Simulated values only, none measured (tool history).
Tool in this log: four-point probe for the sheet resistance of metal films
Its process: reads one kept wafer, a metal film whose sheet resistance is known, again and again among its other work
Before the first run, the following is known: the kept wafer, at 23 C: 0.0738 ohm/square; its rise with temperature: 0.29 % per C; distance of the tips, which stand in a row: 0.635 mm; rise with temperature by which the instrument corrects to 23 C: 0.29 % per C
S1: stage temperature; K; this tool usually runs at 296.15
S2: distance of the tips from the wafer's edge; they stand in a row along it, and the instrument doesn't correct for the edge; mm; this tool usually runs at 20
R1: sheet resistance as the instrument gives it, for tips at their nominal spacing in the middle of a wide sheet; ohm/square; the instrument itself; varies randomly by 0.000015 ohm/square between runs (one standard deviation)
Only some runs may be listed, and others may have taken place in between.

{"run": 1, "hour": 0.0, "S1": 296.15, "S2": 20, "R1": 0.073959}
{"run": 2, "hour": 21.7, "S1": 296.15, "S2": 20, "R1": 0.073927}
{"run": 3, "hour": 33.6, "S1": 296.15, "S2": 20, "R1": 0.073944}
{"run": 4, "hour": 47.0, "S1": 296.15, "S2": 20, "R1": 0.073948}
{"run": 5, "hour": 61.8, "S1": 301.15, "S2": 20, "R1": 0.07395}
{"run": 6, "hour": 74.3, "S1": 301.15, "S2": 20, "R1": 0.07396}
{"run": 7, "hour": 83.4, "S1": 296.15, "S2": 20, "R1": 0.073931}
{"run": 8, "hour": 101.9, "S1": 307.15, "S2": 20, "R1": 0.074005}
{"run": 9, "hour": 113.0, "S1": 307.15, "S2": 20, "R1": 0.073993}
{"run": 10, "hour": 123.8, "S1": 292.15, "S2": 6, "R1": 0.074354}
{"run": 11, "hour": 137.4, "S1": 306.15, "S2": 46, "R1": 0.073958}
{"run": 12, "hour": 159.5, "S1": 296.15, "S2": 10, "R1": 0.074083}
{"run": 13, "hour": 178.0, "S1": 296.15, "S2": 10, "R1": 0.074114}
{"run": 14, "hour": 198.5, "S1": 299.15, "S2": 61, "R1": 0.073927}
{"run": 15, "hour": 209.2, "S1": 296.15, "S2": 38, "R1": 0.073959}
{"run": 16, "hour": 219.1, "S1": 293.15, "S2": 19, "R1": 0.073997}
{"run": 17, "hour": 229.9, "S1": 301.15, "S2": 3, "R1": 0.075711}

Branching from run 17: 4 alternative next runs. What would each branch give?
{"run": "A", "hour": 246.8, "S1": 299.15, "S2": 4, "R1": "?"}
{"run": "B", "hour": 246.8, "S1": 292.15, "S2": 56, "R1": "?"}
{"run": "C", "hour": 246.8, "S1": 295.15, "S2": 27, "R1": "?"}
{"run": "D", "hour": 246.8, "S1": 300.15, "S2": 7, "R1": "?"}

run=A R1=0.074943
run=B R1=0.073967
run=C R1=0.073995
run=D R1=0.074301
With no hidden state in the tool, these same runs would have given:
run=A R1=0.074791
run=B R1=0.073814
run=C R1=0.073843
run=D R1=0.07415
